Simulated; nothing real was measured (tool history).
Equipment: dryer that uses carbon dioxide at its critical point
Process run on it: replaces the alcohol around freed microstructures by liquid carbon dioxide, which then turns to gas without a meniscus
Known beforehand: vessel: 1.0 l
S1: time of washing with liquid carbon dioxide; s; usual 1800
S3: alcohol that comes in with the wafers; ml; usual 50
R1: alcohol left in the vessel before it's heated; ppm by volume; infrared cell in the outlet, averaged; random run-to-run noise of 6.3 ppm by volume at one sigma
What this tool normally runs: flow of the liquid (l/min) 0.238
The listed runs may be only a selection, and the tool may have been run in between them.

run 1 hour=0 | S1=1800 flow_of_the_liquid_(l/min)=0.238 S3=50 | R1=470
run 2 hour=34.5 | S1=1800 flow_of_the_liquid_(l/min)=0.238 S3=50 | R1=516
run 3 hour=76.1 | S1=1800 flow_of_the_liquid_(l/min)=0.318 S3=50 | R1=208
run 4 hour=117.2 | S1=1800 flow_of_the_liquid_(l/min)=0.156 S3=50 | R1=2518
run 5 hour=178.2 | S1=1800 flow_of_the_liquid_(l/min)=0.156 S3=50 | R1=2601
run 6 hour=214.9 | S1=1800 flow_of_the_liquid_(l/min)=0.156 S3=50 | R1=2681
run 7 hour=270.6 | S1=1560 flow_of_the_liquid_(l/min)=0.238 S3=50 | R1=1085
run 8 hour=320.7 | S1=1800 flow_of_the_liquid_(l/min)=0.238 S3=50 | R1=684
run 9 hour=366.8 | S1=1800 flow_of_the_liquid_(l/min)=0.238 S3=50 | R1=707
-- hour=385.2 inlet filter changed
run 10 hour=403.7 | S1=1800 flow_of_the_liquid_(l/min)=0.238 S3=50 | R1=458
run 11 hour=461.1 | S1=1800 flow_of_the_liquid_(l/min)=0.238 S3=50 | R1=484
run 12 hour=518.1 | S1=2040 flow_of_the_liquid_(l/min)=0.238 S3=50 | R1=382
run 13 hour=558.4 | S1=2040 flow_of_the_liquid_(l/min)=0.238 S3=50 | R1=381
run 14 hour=586 | S1=1800 flow_of_the_liquid_(l/min)=0.238 S3=83 | R1=745
run 15 hour=616.7 | S1=1800 flow_of_the_liquid_(l/min)=0.238 S3=50 | R1=574
-- hour=633.4 purifier's bed changed
run 16 hour=682.8 | S1=1800 flow_of_the_liquid_(l/min)=0.238 S3=50 | R1=365
run 17 hour=732.3 | S1=1800 flow_of_the_liquid_(l/min)=0.238 S3=50 | R1=390
run 18 hour=798.9 | S1=1800 flow_of_the_liquid_(l/min)=0.238 S3=50 | R1=410
run 19 hour=861.2 | S1=1800 flow_of_the_liquid_(l/min)=0.238 S3=69 | R1=617
run 20 hour=915.1 | S1=1800 flow_of_the_liquid_(l/min)=0.238 S3=69 | R1=676
run 21 hour=970.7 | S1=1200 flow_of_the_liquid_(l/min)=0.238 S3=69 | R1=3107
run 22 hour=1004.4 | S1=1800 flow_of_the_liquid_(l/min)=0.238 S3=69 | R1=756
run 23 hour=1065.2 | S1=1800 flow_of_the_liquid_(l/min)=0.204 S3=69 | R1=1557
-- hour=1105.1 inlet filter changed
run 24 hour=1116.2 | S1=1500 flow_of_the_liquid_(l/min)=0.296 S3=43 | R1=274
run 25 hour=1159.3 | S1=1500 flow_of_the_liquid_(l/min)=0.211 S3=54 | R1=1267
run 26 hour=1220 | S1=1260 flow_of_the_liquid_(l/min)=0.349 S3=89 | R1=507
run 27 hour=1260.6 | S1=1260 flow_of_the_liquid_(l/min)=0.349 S3=89 | R1=520
run 28 hour=1327 | S1=2280 flow_of_the_liquid_(l/min)=0.349 S3=89 | R1=142
run 29 hour=1380.3 | S1=1980 flow_of_the_liquid_(l/min)=0.155 S3=89 | R1=2899
run 30 hour=1431.2 | S1=1320 flow_of_the_liquid_(l/min)=0.238 S3=50 | R1=1541
run 31 hour=1468.2 | S1=1320 flow_of_the_liquid_(l/min)=0.238 S3=50 | R1=1545
run 32 hour=1531.2 | S1=1320 flow_of_the_liquid_(l/min)=0.238 S3=50 | R1=1607
run 33 hour=1559 | S1=1320 flow_of_the_liquid_(l/min)=0.238 S3=50 | R1=1676
run 34 hour=1610.5 | S1=1800 flow_of_the_liquid_(l/min)=0.272 S3=97 | R1=595
run 35 hour=1675.2 | S1=2100 flow_of_the_liquid_(l/min)=0.238 S3=50 | R1=423
run 36 hour=1728 | S1=2100 flow_of_the_liquid_(l/min)=0.238 S3=50 | R1=456
run 37 hour=1764.3 | S1=1440 flow_of_the_liquid_(l/min)=0.384 S3=62 | R1=353
run 38 hour=1816.5 | S1=1440 flow_of_the_liquid_(l/min)=0.384 S3=62 | R1=371
-- hour=1821.5 inlet filter changed
run 39 hour=1846.6 | S1=1440 flow_of_the_liquid_(l/min)=0.384 S3=62 | R1=288
run 40 hour=1896.7 | S1=2340 flow_of_the_liquid_(l/min)=0.154 S3=24 | R1=593

Below are 4 alternative next runs, each starting from the tool's condition after run 40. Predict each:
-- hour=1919.7 purifier's bed changed
run A hour=1932.6 | S1=2340 flow_of_the_liquid_(l/min)=0.264 S3=24 | R1=?
-- hour=1919.7 purifier's bed changed
run B hour=1932.6 | S1=2820 flow_of_the_liquid_(l/min)=0.154 S3=24 | R1=?
-- hour=1919.7 purifier's bed changed
run C hour=1932.6 | S1=2100 flow_of_the_liquid_(l/min)=0.241 S3=31 | R1=?
-- hour=1919.7 purifier's bed changed
run D hour=1932.6 | S1=2400 flow_of_the_liquid_(l/min)=0.246 S3=37 | R1=?

run=A R1=23
run=B R1=155
run=C R1=71
run=D R1=35
Had the tool no hidden state, the same runs would have come out as:
run=A R1=17
run=B R1=136
run=C R1=59
run=D R1=27
